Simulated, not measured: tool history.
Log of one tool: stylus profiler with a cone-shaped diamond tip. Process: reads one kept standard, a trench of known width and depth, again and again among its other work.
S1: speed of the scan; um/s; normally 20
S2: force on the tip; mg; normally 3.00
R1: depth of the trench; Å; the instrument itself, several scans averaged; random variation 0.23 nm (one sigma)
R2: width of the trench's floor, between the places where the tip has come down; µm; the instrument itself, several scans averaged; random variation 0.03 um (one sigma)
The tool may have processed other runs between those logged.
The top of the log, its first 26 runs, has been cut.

{"run": 27, "day": 21.429, "S1": 38, "S2": 7.27, "R1": 10302.3, "R2": 93.87}
{"run": 28, "day": 22.471, "S1": 38, "S2": 7.27, "R1": 10299.0, "R2": 93.92}
{"run": 29, "day": 23.458, "S1": 38, "S2": 7.27, "R1": 10298.4, "R2": 93.91}
{"run": 30, "day": 24.417, "S1": 38, "S2": 7.27, "R1": 10297.5, "R2": 93.96}
{"run": 31, "day": 25.117, "S1": 10, "S2": 2.17, "R1": 10137.3, "R2": 93.97}
{"run": 32, "day": 26.104, "S1": 10, "S2": 2.17, "R1": 10134.5, "R2": 93.96}
{"run": 33, "day": 26.646, "S1": 10, "S2": 2.17, "R1": 10133.2, "R2": 93.96}
{"run": 34, "day": 27.404, "S1": 10, "S2": 2.17, "R1": 10137.2, "R2": 93.97}
{"run": 35, "day": 28.425, "S1": 19, "S2": 1.18, "R1": 10087.4, "R2": 93.92}
{"run": 36, "day": 29.112, "S1": 19, "S2": 1.18, "R1": 10089.2, "R2": 93.86}
{"run": 37, "day": 30.254, "S1": 14, "S2": 5.12, "R1": 10233.5, "R2": 93.98}
{"run": 38, "day": 31.342, "S1": 37, "S2": 3.12, "R1": 10165.7, "R2": 93.87}
{"run": 39, "day": 32.458, "S1": 45, "S2": 2.22, "R1": 10133.6, "R2": 93.79}
{"run": 40, "day": 33.604, "S1": 78, "S2": 5.69, "R1": 10254.4, "R2": 93.79}
{"run": 41, "day": 34.096, "S1": 17, "S2": 3.91, "R1": 10199.7, "R2": 93.92}
{"run": 42, "day": 35.079, "S1": 17, "S2": 3.91, "R1": 10197.4, "R2": 93.96}
{"run": 43, "day": 35.867, "S1": 17, "S2": 3.91, "R1": 10198.5, "R2": 93.96}
{"run": 44, "day": 36.604, "S1": 15, "S2": 1.0, "R1": 10076.5, "R2": 93.91}
{"run": 45, "day": 37.667, "S1": 43, "S2": 1.32, "R1": 10098.3, "R2": 93.76}
{"run": 46, "day": 38.85, "S1": 17, "S2": 1.03, "R1": 10079.2, "R2": 93.86}

5 options for the next run, each taken on its own from the tool as it stands now. Forecast them:
{"run": "A", "day": 39.833, "S1": 10, "S2": 1.9, "R1": "?", "R2": "?"}
{"run": "B", "day": 39.833, "S1": 5, "S2": 7.05, "R1": "?", "R2": "?"}
{"run": "C", "day": 39.833, "S1": 71, "S2": 1.05, "R1": "?", "R2": "?"}
{"run": "D", "day": 39.833, "S1": 9, "S2": 2.73, "R1": "?", "R2": "?"}
{"run": "E", "day": 39.833, "S1": 24, "S2": 1.03, "R1": "?", "R2": "?"}

run=A R1=10124.1 R2=93.94
run=B R1=10290.1 R2=94.03
run=C R1=10082.7 R2=93.60
run=D R1=10160.5 R2=93.99
run=E R1=10080.4 R2=93.85
Without the tool's hidden state the same runs would have given:
run=A R1=10124.1 R2=93.95
run=B R1=10290.2 R2=94.04
run=C R1=10082.8 R2=93.62
run=D R1=10160.6 R2=94.00
run=E R1=10080.5 R2=93.86

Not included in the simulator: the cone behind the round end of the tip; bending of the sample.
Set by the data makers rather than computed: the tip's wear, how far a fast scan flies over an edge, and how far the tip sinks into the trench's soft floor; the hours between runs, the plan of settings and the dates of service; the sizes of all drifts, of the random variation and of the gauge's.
